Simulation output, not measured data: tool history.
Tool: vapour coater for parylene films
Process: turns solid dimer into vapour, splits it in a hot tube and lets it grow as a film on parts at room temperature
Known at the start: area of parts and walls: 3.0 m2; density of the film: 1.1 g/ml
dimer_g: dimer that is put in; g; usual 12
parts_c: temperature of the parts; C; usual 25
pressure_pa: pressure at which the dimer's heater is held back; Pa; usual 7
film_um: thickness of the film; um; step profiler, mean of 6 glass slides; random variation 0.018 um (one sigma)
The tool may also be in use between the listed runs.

Run 1, hour 0: usual settings. Result: film_um 1.79 um.
At hour 31.9: trap's valve overhauled.
Run 2, hour 38.2: usual settings but parts_c 18 C. Result: film_um 2.77 um.
Run 3, hour 69.5: usual settings but parts_c 18 C. Result: film_um 2.81 um.
Run 4, hour 96: usual settings. Result: film_um 2.02 um.
Run 5, hour 132.5: usual settings. Result: film_um 1.99 um.
Run 6, hour 168.1: usual settings. Result: film_um 1.99 um.
Run 7, hour 186: usual settings but parts_c 23 C. Result: film_um 2.19 um.
Run 8, hour 211.1: usual settings but parts_c 23 C, pressure_pa 4.97 Pa. Result: film_um 2.34 um.
Run 9, hour 240.9: usual settings but dimer_g 6 g, parts_c 23 C, pressure_pa 4.97 Pa. Result: film_um 1.16 um.
Run 10, hour 275.1: usual settings but dimer_g 6 g, parts_c 23 C, pressure_pa 4.97 Pa. Result: film_um 1.15 um.
Run 11, hour 295.8: usual settings. Result: film_um 1.96 um.
Run 12, hour 317: usual settings but parts_c 28 C. Result: film_um 1.68 um.
Run 13, hour 337.1: usual settings but parts_c 28 C. Result: film_um 1.69 um.
Run 14, hour 373.5: usual settings but parts_c 28 C. Result: film_um 1.68 um.
Run 15, hour 397.9: usual settings but parts_c 28 C. Result: film_um 1.65 um.
Run 16, hour 430.8: usual settings but parts_c 28 C. Result: film_um 1.65 um.
At hour 435.2: table's thermometer calibrated.
Run 17, hour 447: usual settings but dimer_g 22 g, parts_c 18 C. Result: film_um 4.8 um.
Run 18, hour 469.7: usual settings but dimer_g 7 g. Result: film_um 1.09 um.
Run 19, hour 499.6: usual settings but dimer_g 18 g, parts_c 31 C, pressure_pa 5.91 Pa. Result: film_um 2.17 um.
Run 20, hour 522.6: usual settings but dimer_g 9 g, pressure_pa 5.82 Pa. Result: film_um 1.46 um.
Run 21, hour 544.1: usual settings but dimer_g 9 g, pressure_pa 5.82 Pa. Result: film_um 1.47 um.
Run 22, hour 567.7: usual settings but dimer_g 18 g, pressure_pa 2.59 Pa. Result: film_um 3.32 um.
Run 23, hour 601.9: usual settings but parts_c 28 C. Result: film_um 1.63 um.

4 ways to go on from here, each from the tool as it stands after run 23. What would each give?
At hour 617.4: table's thermometer calibrated, once more.
Run A, hour 634.3: usual settings but dimer_g 10 g, parts_c 28 C. Result: film_um ?.
At hour 617.4: table's thermometer calibrated, once more.
Run B, hour 634.3: usual settings but dimer_g 9 g, parts_c 23 C, pressure_pa 8.79 Pa. Result: film_um ?.
At hour 617.4: table's thermometer calibrated, once more.
Run C, hour 634.3: usual settings but dimer_g 13 g, parts_c 28 C. Result: film_um ?.
At hour 617.4: table's thermometer calibrated, once more.
Run D, hour 634.3: usual settings but dimer_g 18 g, parts_c 22 C. Result: film_um ?.

run  film_um
  A     1.37
  B     1.47
  C     1.76
  D     3.31
Without the tool's hidden state the same runs would have given:
run  film_um
  A     1.47
  B     1.57
  C     1.89
  D     3.55
